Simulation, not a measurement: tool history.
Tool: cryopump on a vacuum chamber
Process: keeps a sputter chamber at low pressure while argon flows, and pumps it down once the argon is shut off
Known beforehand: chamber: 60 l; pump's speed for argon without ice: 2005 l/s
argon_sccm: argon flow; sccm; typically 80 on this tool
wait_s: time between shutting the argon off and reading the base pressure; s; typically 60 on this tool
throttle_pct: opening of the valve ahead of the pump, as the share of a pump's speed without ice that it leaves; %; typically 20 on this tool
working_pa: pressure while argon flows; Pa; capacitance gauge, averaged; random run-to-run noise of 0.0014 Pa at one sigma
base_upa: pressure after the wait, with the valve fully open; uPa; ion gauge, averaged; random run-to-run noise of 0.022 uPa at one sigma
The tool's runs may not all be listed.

| run | day | argon_sccm | wait_s | throttle_pct | working_pa | base_upa |
|---|---|---|---|---|---|---|
| 1 | 0.000 | 80 | 60 | 20 | 0.3388 | 1.38 |
| 2 | 2.238 | 80 | 60 | 20 | 0.3425 | 1.32 |
| 3 | 4.788 | 80 | 60 | 20 | 0.3390 | 1.37 |
| 4 | 6.025 | 80 | 60 | 20 | 0.3413 | 1.33 |
|  | 7.454 | leaking fittings of the chamber tightened, without venting |
| 5 | 8.038 | 80 | 60 | 20 | 0.3412 | 0.58 |
| 6 | 10.675 | 80 | 60 | 20 | 0.3453 | 0.63 |
| 7 | 12.138 | 80 | 60 | 20 | 0.3454 | 0.63 |
| 8 | 14.725 | 80 | 60 | 20 | 0.3461 | 0.65 |
| 9 | 16.367 | 80 | 60 | 20 | 0.3449 | 0.66 |
| 10 | 19.029 | 80 | 60 | 20 | 0.3475 | 0.66 |
| 11 | 21.550 | 80 | 60 | 20 | 0.3470 | 0.77 |
| 12 | 23.583 | 80 | 60 | 20 | 0.3504 | 0.69 |
| 13 | 25.800 | 77 | 82 | 26 | 0.2615 | 0.62 |
| 14 | 27.979 | 77 | 82 | 26 | 0.2656 | 0.65 |
|  | 28.738 | pump warmed up, emptied and cooled again |
| 15 | 30.075 | 61 | 138 | 52 | 0.0992 | 0.47 |
| 16 | 32.454 | 80 | 60 | 38 | 0.1792 | 0.68 |

Expected results for the next run?
| 17 | 34.542 | 80 | 60 | 38 | ? | ? |

working_pa: 0.1798 Pa
base_upa: 0.75 uPa
Had the tool carried no hidden state, the very same run would have given working_pa 0.1768 Pa, base_upa 0.58 uPa.
